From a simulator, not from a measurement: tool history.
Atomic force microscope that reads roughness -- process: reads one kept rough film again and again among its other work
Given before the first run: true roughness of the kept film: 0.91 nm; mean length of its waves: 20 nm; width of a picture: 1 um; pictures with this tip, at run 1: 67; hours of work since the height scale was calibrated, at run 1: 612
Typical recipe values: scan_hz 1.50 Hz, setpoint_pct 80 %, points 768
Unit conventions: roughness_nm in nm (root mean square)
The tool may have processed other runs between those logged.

run,hour,scan_hz,setpoint_pct,points,pictures with this tip,hours of work since the height scale was calibrated,roughness_nm
1,0.0,1.50,80,768,67,612,0.726
2,40.5,1.50,80,259,148,639,0.686
3,63.3,1.50,80,259,194,655,0.678
4,100.1,0.72,80,768,268,680,0.735
# hour 122.5: new tip fitted
5,137.3,1.50,58,768,30,705,0.808
6,177.7,1.50,58,320,111,733,0.776
7,204.8,1.50,58,320,166,751,0.768
8,243.0,1.50,58,320,242,777,0.754
9,263.3,1.50,58,320,283,791,0.749
# hour 278.0: new tip fitted
10,297.4,1.50,62,768,39,814,0.789
11,331.4,2.03,62,768,107,837,0.767
12,349.1,2.03,62,768,142,849,0.764
13,371.1,1.50,80,768,187,864,0.693
14,404.7,1.50,80,768,254,887,0.686
# hour 436.2: new tip fitted
15,441.7,1.50,80,768,11,912,0.739
16,476.6,1.50,80,768,82,936,0.722
17,509.9,1.50,80,768,148,958,0.703
18,534.8,1.46,88,456,198,975,0.656
19,554.0,0.76,80,768,237,988,0.743
20,589.0,1.00,80,276,307,1012,0.692
# hour 593.3: new tip fitted
21,606.4,1.00,80,276,26,1024,0.754
22,632.3,2.00,86,768,79,1041,0.647
23,655.1,2.00,86,768,124,1057,0.648
24,673.0,1.50,80,589,160,1069,0.698
25,712.7,0.76,83,349,240,1096,0.716
26,742.2,0.76,59,349,299,1116,0.736
# hour 748.9: new tip fitted
27,772.8,0.76,59,726,48,1137,0.816
28,805.9,0.61,66,633,114,1159,0.795
29,828.8,1.50,81,540,160,1175,0.697
30,852.9,1.50,63,734,209,1191,0.747
31,883.5,1.27,80,303,270,1212,0.684
# hour 905.9: new tip fitted
32,906.5,0.97,83,469,1,1228,0.745
33,926.2,3.33,69,308,41,1241,0.704

Table of differences, measured result less the result of that run with no hidden state. Run-to-run variation is the same in both. Gauge scatter possibly is not:
Hidden state present: radius of the tip, nm; height scale over the true one, %; drift of the gauge itself on roughness_nm, %.
run,roughness_nm
1,-0.024
2,-0.039
3,-0.049
4,-0.071
5,-0.017
6,-0.038
7,-0.049
8,-0.066
9,-0.076
10,-0.021
11,-0.037
12,-0.045
13,-0.052
14,-0.065
15,-0.014
16,-0.030
17,-0.044
18,-0.051
19,-0.065
20,-0.078
21,-0.019
22,-0.027
23,-0.037
24,-0.048
25,-0.066
26,-0.085
27,-0.031
28,-0.048
29,-0.052
30,-0.069
31,-0.075
32,-0.016
33,-0.023
